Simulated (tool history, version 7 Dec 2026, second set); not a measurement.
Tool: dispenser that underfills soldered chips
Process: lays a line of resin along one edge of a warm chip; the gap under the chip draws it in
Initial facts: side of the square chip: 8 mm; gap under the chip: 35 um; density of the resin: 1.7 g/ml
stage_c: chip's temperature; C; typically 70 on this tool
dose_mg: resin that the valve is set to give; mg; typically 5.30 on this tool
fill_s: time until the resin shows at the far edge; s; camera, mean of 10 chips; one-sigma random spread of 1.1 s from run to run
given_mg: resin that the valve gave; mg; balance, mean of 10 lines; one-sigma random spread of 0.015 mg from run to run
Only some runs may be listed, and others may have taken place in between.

run    day  stage_c  dose_mg  fill_s  given_mg
  1  0.000       70     5.30   130.4      5.23
     0.188  -- new syringe of resin
  2  0.246       75     5.30    90.5      5.21
  3  0.400       75     5.30   107.7      5.22
     0.562  -- new syringe of resin
  4  0.792       75     5.30   109.3      5.20
     0.938  -- new syringe of resin
  5  1.171       70     4.77   138.7      4.66
     1.308  -- new syringe of resin
  6  1.467       62     5.30   160.9      5.17
     1.704  -- new syringe of resin
  7  1.858       62     5.30   163.7      5.17
     1.933  -- dispensing valve cleaned and set on the balance
     2.117  -- new syringe of resin
  8  2.238       70     5.30   118.7      5.29
     2.479  -- new syringe of resin
  9  2.508       70     5.30   107.8      5.30
 10  2.733       70     5.61   138.1      5.56
     2.846  -- new syringe of resin
 11  2.962       70     5.30   116.6      5.25
     3.221  -- new syringe of resin
 12  3.304       56     6.33   186.0      6.29
 13  3.479       65     5.30   167.8      5.21
     3.600  -- new syringe of resin
 14  3.658       64     5.30   135.4      5.24
     3.971  -- new syringe of resin
 15  4.046       65     5.30   138.1      5.23
 16  4.225       65     5.30   165.7      5.19
     4.342  -- new syringe of resin
 17  4.433       65     5.30   136.5      5.24
 18  4.654       73     5.36   129.3      5.28
     4.717  -- new syringe of resin
 19  4.925       57     5.45   212.3      5.34
     5.104  -- new syringe of resin
 20  5.142       57     5.19   176.5      5.09
 21  5.392       57     5.99   232.3      5.83
     5.483  -- new syringe of resin
 22  5.788       72     5.75   136.3      5.61

Alternative continuations, all from the tool just after run 22; predict every row:
     5.854  -- new syringe of resin
  A  6.017       79     5.19       ?         ?
     5.854  -- new syringe of resin
  B  6.017       78     6.62       ?         ?
     5.854  -- new syringe of resin
  C  6.017       58     6.13       ?         ?
     5.854  -- new syringe of resin
  D  6.017       74     5.82       ?         ?
     5.854  -- new syringe of resin
  E  6.017       61     6.83       ?         ?

run  fill_s  given_mg
  A    91.0      5.04
  B    90.5      6.44
  C   192.0      5.97
  D   105.5      5.67
  E   166.9      6.63
What these runs would have given with no unlogged condition in the tool:
run  fill_s  given_mg
  A    73.8      5.18
  B    73.7      6.62
  C   155.8      6.13
  D    85.6      5.82
  E   135.6      6.81
